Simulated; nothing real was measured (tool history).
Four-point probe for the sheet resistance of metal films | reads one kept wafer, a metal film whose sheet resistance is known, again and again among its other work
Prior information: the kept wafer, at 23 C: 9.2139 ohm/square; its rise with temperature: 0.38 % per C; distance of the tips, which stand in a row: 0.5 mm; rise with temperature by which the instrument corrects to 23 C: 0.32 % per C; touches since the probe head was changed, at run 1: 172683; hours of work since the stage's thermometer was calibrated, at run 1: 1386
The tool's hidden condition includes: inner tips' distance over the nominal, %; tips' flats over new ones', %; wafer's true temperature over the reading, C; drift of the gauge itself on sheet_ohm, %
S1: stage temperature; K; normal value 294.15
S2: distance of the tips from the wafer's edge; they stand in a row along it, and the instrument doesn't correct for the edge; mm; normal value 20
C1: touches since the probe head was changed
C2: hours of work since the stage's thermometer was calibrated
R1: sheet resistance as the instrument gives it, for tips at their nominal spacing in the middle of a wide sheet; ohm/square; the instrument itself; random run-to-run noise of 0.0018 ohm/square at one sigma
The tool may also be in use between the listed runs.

Run 1, hour 0: usual settings; C1 172683; C2 1386. Result: R1 9.260131 ohm/square.
Run 2, hour 81.8: usual settings; C1 176753; C2 1451. Result: R1 9.260465 ohm/square.
Run 3, hour 215.3: usual settings; C1 183391; C2 1556. Result: R1 9.264991 ohm/square.
At hour 227.9: new probe head fitted.
Run 4, hour 352.9: usual settings; C1 6221; C2 1664. Result: R1 9.302405 ohm/square.
Run 5, hour 420.4: usual settings; C1 9577; C2 1718. Result: R1 9.305418 ohm/square.
Run 6, hour 485.6: usual settings; C1 12820; C2 1769. Result: R1 9.307256 ohm/square.
Run 7, hour 557.6: usual settings; C1 16403; C2 1826. Result: R1 9.309846 ohm/square.
Run 8, hour 624.3: usual settings; C1 19721; C2 1879. Result: R1 9.307728 ohm/square.
Run 9, hour 746.9: usual settings; C1 25816; C2 1976. Result: R1 9.312697 ohm/square.
Run 10, hour 826.5: usual settings but S1 293.15 K; C1 29778; C2 2039. Result: R1 9.31189 ohm/square.
At hour 897.4: stage's thermometer calibrated.
Run 11, hour 905.9: usual settings but S1 293.15 K; C1 33700; C2 7. Result: R1 9.282317 ohm/square.
Run 12, hour 1039.9: usual settings but S1 293.15 K; C1 40365; C2 113. Result: R1 9.279798 ohm/square.
Run 13, hour 1135: usual settings but S1 293.15 K; C1 45098; C2 188. Result: R1 9.287986 ohm/square.
Run 14, hour 1215: usual settings but S1 293.15 K; C1 49076; C2 251. Result: R1 9.286419 ohm/square.
Run 15, hour 1302.4: usual settings but S1 302.15 K; C1 53423; C2 320. Result: R1 9.344228 ohm/square.
Run 16, hour 1405.5: usual settings but S2 54 mm; C1 58550; C2 402. Result: R1 9.298694 ohm/square.
Run 17, hour 1493.7: usual settings but S2 54 mm; C1 62941; C2 472. Result: R1 9.30127 ohm/square.
Run 18, hour 1604.2: usual settings but S2 54 mm; C1 68437; C2 559. Result: R1 9.305165 ohm/square.
Run 19, hour 1686: usual settings but S1 295.15 K, S2 54 mm; C1 72503; C2 624. Result: R1 9.314384 ohm/square.
Run 20, hour 1793.9: usual settings but S1 295.15 K, S2 41 mm; C1 77872; C2 709. Result: R1 9.314669 ohm/square.
Run 21, hour 1926.3: usual settings but S1 295.15 K, S2 41 mm; C1 84457; C2 814. Result: R1 9.317817 ohm/square.
Run 22, hour 2053.8: usual settings but S1 295.15 K, S2 41 mm; C1 90799; C2 915. Result: R1 9.324549 ohm/square.
Run 23, hour 2150.9: usual settings but S1 295.15 K, S2 41 mm; C1 95631; C2 991. Result: R1 9.324776 ohm/square.
Run 24, hour 2267.1: usual settings but S1 295.15 K, S2 4 mm; C1 101408; C2 1083. Result: R1 9.404442 ohm/square.
Run 25, hour 2352.5: usual settings but S1 295.15 K, S2 4 mm; C1 105656; C2 1151. Result: R1 9.406458 ohm/square.
Run 26, hour 2425.1: usual settings but S1 306.15 K, S2 9 mm; C1 109267; C2 1208. Result: R1 9.406524 ohm/square.
Run 27, hour 2538.2: usual settings but S1 302.15 K, S2 43 mm; C1 114895; C2 1298. Result: R1 9.375123 ohm/square.
Run 28, hour 2646.8: usual settings but S1 301.15 K, S2 30 mm; C1 120296; C2 1384. Result: R1 9.371839 ohm/square.
Run 29, hour 2735: usual settings but S1 301.15 K, S2 30 mm; C1 124682; C2 1453. Result: R1 9.37924 ohm/square.
Run 30, hour 2821.5: usual settings but S1 301.15 K, S2 30 mm; C1 128984; C2 1522. Result: R1 9.377632 ohm/square.
Run 31, hour 2948: usual settings but S1 301.15 K, S2 30 mm; C1 135277; C2 1622. Result: R1 9.379895 ohm/square.
Run 32, hour 3080.5: usual settings but S1 304.15 K, S2 7 mm; C1 141867; C2 1726. Result: R1 9.424321 ohm/square.
Run 33, hour 3173.8: usual settings but S1 298.15 K, S2 14 mm; C1 146507; C2 1800. Result: R1 9.372546 ohm/square.
Run 34, hour 3291.6: usual settings but S1 293.15 K, S2 45 mm; C1 152371; C2 1893. Result: R1 9.347845 ohm/square.
Run 35, hour 3420.3: usual settings but S1 296.15 K, S2 18 mm; C1 158768; C2 1995. Result: R1 9.36639 ohm/square.
At hour 3542.7: stage's thermometer calibrated.
Run 36, hour 3553.8: usual settings but S1 298.15 K, S2 4 mm; C1 165383; C2 9. Result: R1 9.428789 ohm/square.
Run 37, hour 3675.2: usual settings but S1 303.15 K, S2 12 mm; C1 171426; C2 105. Result: R1 9.393258 ohm/square.
Run 38, hour 3794.9: usual settings but S1 303.15 K, S2 12 mm; C1 177378; C2 199. Result: R1 9.395717 ohm/square.
Run 39, hour 3863.1: usual settings but S1 303.15 K, S2 8 mm; C1 180771; C2 253. Result: R1 9.409293 ohm/square.
At hour 3917.7: new probe head fitted.
Run 40, hour 3943.5: usual settings but S1 291.15 K, S2 44 mm; C1 1282; C2 316. Result: R1 9.21493 ohm/square.
Run 41, hour 3999.3: usual settings but S1 306.15 K, S2 73 mm; C1 4057; C2 360. Result: R1 9.301349 ohm/square.
Run 42, hour 4094.4: usual settings but S1 299.15 K, S2 6 mm; C1 8789; C2 435. Result: R1 9.300509 ohm/square.
Run 43, hour 4178.5: usual settings but S1 298.15 K, S2 23 mm; C1 12971; C2 502. Result: R1 9.265775 ohm/square.
Run 44, hour 4267.5: usual settings but S1 295.15 K, S2 54 mm; C1 17397; C2 572. Result: R1 9.248655 ohm/square.

Describe how what the log doesn't record of the tool's condition differs between the last listed run preceding each entry between runs and the first listed run following it.
Runs 3 to 4: new probe head fitted (hour 227.9)
  inner tips' distance over the nominal, %: 0.394 -> 0.747; tips' flats over new ones', %: 128 -> 5; wafer's true temperature over the reading, C: 0.61 -> 0.65
  measured value less the no-hidden-state value, R1: +0.060572 -> +0.097562 ohm/square
Runs 10 to 11: stage's thermometer calibrated (hour 897.4)
  inner tips' distance over the nominal, %: 0.824 -> 0.837; tips' flats over new ones', %: 23 -> 26; wafer's true temperature over the reading, C: 0.8 -> -0.07
  measured value less the no-hidden-state value, R1: +0.110463 -> +0.08108 ohm/square
Runs 35 to 36: stage's thermometer calibrated (hour 3542.7)
  inner tips' distance over the nominal, %: 1.253 -> 1.273; tips' flats over new ones', %: 121 -> 126; wafer's true temperature over the reading, C: 0.73 -> 0.02
  measured value less the no-hidden-state value, R1: +0.150977 -> +0.128788 ohm/square
Runs 39 to 40: new probe head fitted (hour 3917.7)
  inner tips' distance over the nominal, %: 1.326 -> 0.259; tips' flats over new ones', %: 138 -> 1; wafer's true temperature over the reading, C: 0.12 -> 0.14
  measured value less the no-hidden-state value, R1: +0.13732 -> +0.030815 ohm/square
